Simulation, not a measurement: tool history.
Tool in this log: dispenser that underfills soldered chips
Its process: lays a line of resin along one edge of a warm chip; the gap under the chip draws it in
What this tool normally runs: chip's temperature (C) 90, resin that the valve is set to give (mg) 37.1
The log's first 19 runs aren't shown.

run	hour	chip's temperature (C)	resin that the valve is set to give (mg)	time until the resin shows at the far edge (s)	resin that the valve gave (mg)
# hour 156.8: new syringe of resin
20	161.8	102	47.8	58.2	46.43
# hour 166: new syringe of resin
21	173.1	85	32.2	118.6	30.97
# hour 175.5: new syringe of resin
# hour 185.2: new syringe of resin
22	187.6	90	36.8	78.2	35.26
# hour 194.8: new syringe of resin
23	196.5	100	43	52.3	41.14
# hour 204: new syringe of resin
24	208.1	100	43	60	40.91
# hour 214: new syringe of resin
25	218.7	100	43	62.1	40.81
# hour 222.1: dispensing valve cleaned and set on the balance
# hour 225.2: new syringe of resin
26	225.8	79	32.6	102.2	32.5
# hour 234.2: new syringe of resin
27	235.9	85	40.3	89.2	40

What will run 28 give?
# hour 243.9: new syringe of resin
28	249.3	83	43.4	?	?

{"run 28": {"time until the resin shows at the far edge (s)": 112.3, "resin that the valve gave (mg)": 42.86}}
If the tool had no hidden condition, the same run with the same run-to-run variation would have returned time until the resin shows at the far edge (s) 79.7, resin that the valve gave (mg) 43.48.

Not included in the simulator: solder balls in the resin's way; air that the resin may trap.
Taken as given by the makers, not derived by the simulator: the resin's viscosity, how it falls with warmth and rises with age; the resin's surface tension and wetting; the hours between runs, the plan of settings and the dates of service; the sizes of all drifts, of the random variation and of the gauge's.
